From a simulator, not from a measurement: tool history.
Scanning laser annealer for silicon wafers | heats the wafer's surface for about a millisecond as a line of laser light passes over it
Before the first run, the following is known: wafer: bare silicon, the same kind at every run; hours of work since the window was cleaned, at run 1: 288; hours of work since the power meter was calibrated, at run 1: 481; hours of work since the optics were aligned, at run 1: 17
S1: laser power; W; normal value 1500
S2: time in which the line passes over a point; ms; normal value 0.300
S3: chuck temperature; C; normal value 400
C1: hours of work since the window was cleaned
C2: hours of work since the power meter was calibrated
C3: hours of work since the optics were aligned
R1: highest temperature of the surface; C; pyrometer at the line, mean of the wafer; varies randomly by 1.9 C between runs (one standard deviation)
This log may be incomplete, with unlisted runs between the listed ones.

run 1 hour=0.0 | S1=1500 S2=0.300 S3=400 | C1=288 C2=481 C3=17 | R1=1216
run 2 hour=69.2 | S1=1500 S2=0.300 S3=400 | C1=338 C2=531 C3=67 | R1=1212
run 3 hour=118.4 | S1=1468 S2=0.300 S3=400 | C1=374 C2=567 C3=103 | R1=1190
run 4 hour=169.7 | S1=1468 S2=0.300 S3=400 | C1=411 C2=604 C3=140 | R1=1189
run 5 hour=231.1 | S1=1468 S2=0.300 S3=400 | C1=455 C2=648 C3=185 | R1=1188
-- hour=250.7 window over the wafer cleaned
run 6 hour=274.9 | S1=1500 S2=0.254 S3=400 | C1=18 C2=679 C3=215 | R1=1159
run 7 hour=326.1 | S1=1500 S2=0.254 S3=400 | C1=55 C2=716 C3=252 | R1=1155
run 8 hour=377.9 | S1=1500 S2=0.280 S3=400 | C1=92 C2=753 C3=289 | R1=1194
run 9 hour=423.4 | S1=1500 S2=0.280 S3=400 | C1=125 C2=786 C3=322 | R1=1191
run 10 hour=487.1 | S1=1500 S2=0.280 S3=400 | C1=171 C2=832 C3=368 | R1=1187
run 11 hour=557.0 | S1=1500 S2=0.300 S3=429 | C1=222 C2=883 C3=419 | R1=1241
run 12 hour=617.7 | S1=1500 S2=0.300 S3=429 | C1=266 C2=927 C3=463 | R1=1243
run 13 hour=658.4 | S1=1500 S2=0.300 S3=429 | C1=295 C2=956 C3=492 | R1=1242
run 14 hour=719.1 | S1=1500 S2=0.300 S3=429 | C1=339 C2=1000 C3=536 | R1=1238
run 15 hour=785.9 | S1=1500 S2=0.300 S3=429 | C1=387 C2=1048 C3=585 | R1=1234
run 16 hour=846.5 | S1=1500 S2=0.300 S3=429 | C1=431 C2=1092 C3=628 | R1=1233
run 17 hour=877.1 | S1=1500 S2=0.300 S3=415 | C1=453 C2=1114 C3=651 | R1=1217
-- hour=900.1 window over the wafer cleaned
run 18 hour=923.5 | S1=1282 S2=0.300 S3=400 | C1=17 C2=1147 C3=683 | R1=1095
run 19 hour=979.5 | S1=1500 S2=0.251 S3=400 | C1=57 C2=1187 C3=723 | R1=1155
run 20 hour=1050.3 | S1=1648 S2=0.231 S3=384 | C1=109 C2=1238 C3=775 | R1=1183
run 21 hour=1106.0 | S1=1308 S2=0.355 S3=425 | C1=149 C2=1279 C3=815 | R1=1190
run 22 hour=1141.4 | S1=1417 S2=0.336 S3=425 | C1=175 C2=1304 C3=840 | R1=1242
run 23 hour=1176.3 | S1=1397 S2=0.286 S3=400 | C1=200 C2=1330 C3=866 | R1=1137
run 24 hour=1207.0 | S1=1397 S2=0.286 S3=400 | C1=222 C2=1352 C3=888 | R1=1135
run 25 hour=1261.5 | S1=1321 S2=0.229 S3=416 | C1=262 C2=1391 C3=927 | R1=1028
run 26 hour=1299.1 | S1=1525 S2=0.268 S3=416 | C1=289 C2=1418 C3=955 | R1=1196
run 27 hour=1352.0 | S1=1500 S2=0.300 S3=384 | C1=327 C2=1457 C3=993 | R1=1196
run 28 hour=1414.1 | S1=1569 S2=0.282 S3=401 | C1=372 C2=1502 C3=1038 | R1=1220
run 29 hour=1476.1 | S1=1358 S2=0.346 S3=412 | C1=417 C2=1547 C3=1083 | R1=1189
run 30 hour=1513.6 | S1=1613 S2=0.300 S3=408 | C1=444 C2=1574 C3=1110 | R1=1285
-- hour=1549.9 window over the wafer cleaned
run 31 hour=1555.2 | S1=1613 S2=0.300 S3=408 | C1=4 C2=1602 C3=1139 | R1=1303
run 32 hour=1615.8 | S1=1397 S2=0.351 S3=436 | C1=48 C2=1646 C3=1182 | R1=1262
run 33 hour=1685.9 | S1=1414 S2=0.357 S3=400 | C1=98 C2=1697 C3=1233 | R1=1240
run 34 hour=1738.1 | S1=1588 S2=0.300 S3=436 | C1=136 C2=1735 C3=1271 | R1=1311
run 35 hour=1803.1 | S1=1588 S2=0.300 S3=436 | C1=183 C2=1782 C3=1318 | R1=1303
run 36 hour=1835.2 | S1=1500 S2=0.261 S3=383 | C1=206 C2=1805 C3=1341 | R1=1141
run 37 hour=1879.0 | S1=1530 S2=0.261 S3=439 | C1=238 C2=1837 C3=1373 | R1=1209
run 38 hour=1943.4 | S1=1289 S2=0.212 S3=400 | C1=285 C2=1883 C3=1419 | R1=967

What would each run have given without the hidden state, its run-to-run variation left as it was?
The hidden state here: light that passes the window, % of a clean one's; laser's true power over the reading, %; width of the line over the set one, %; drift of the gauge itself on peak_c, C.
run=1 R1=1233
run=2 R1=1231
run=3 R1=1212
run=4 R1=1212
run=5 R1=1214
run=6 R1=1164
run=7 R1=1161
run=8 R1=1203
run=9 R1=1202
run=10 R1=1200
run=11 R1=1256
run=12 R1=1261
run=13 R1=1261
run=14 R1=1261
run=15 R1=1259
run=16 R1=1260
run=17 R1=1245
run=18 R1=1099
run=19 R1=1161
run=20 R1=1192
run=21 R1=1201
run=22 R1=1255
run=23 R1=1150
run=24 R1=1148
run=25 R1=1041
run=26 R1=1214
run=27 R1=1217
run=28 R1=1243
run=29 R1=1213
run=30 R1=1314
run=31 R1=1310
run=32 R1=1271
run=33 R1=1251
run=34 R1=1325
run=35 R1=1320
run=36 R1=1157
run=37 R1=1227
run=38 R1=982
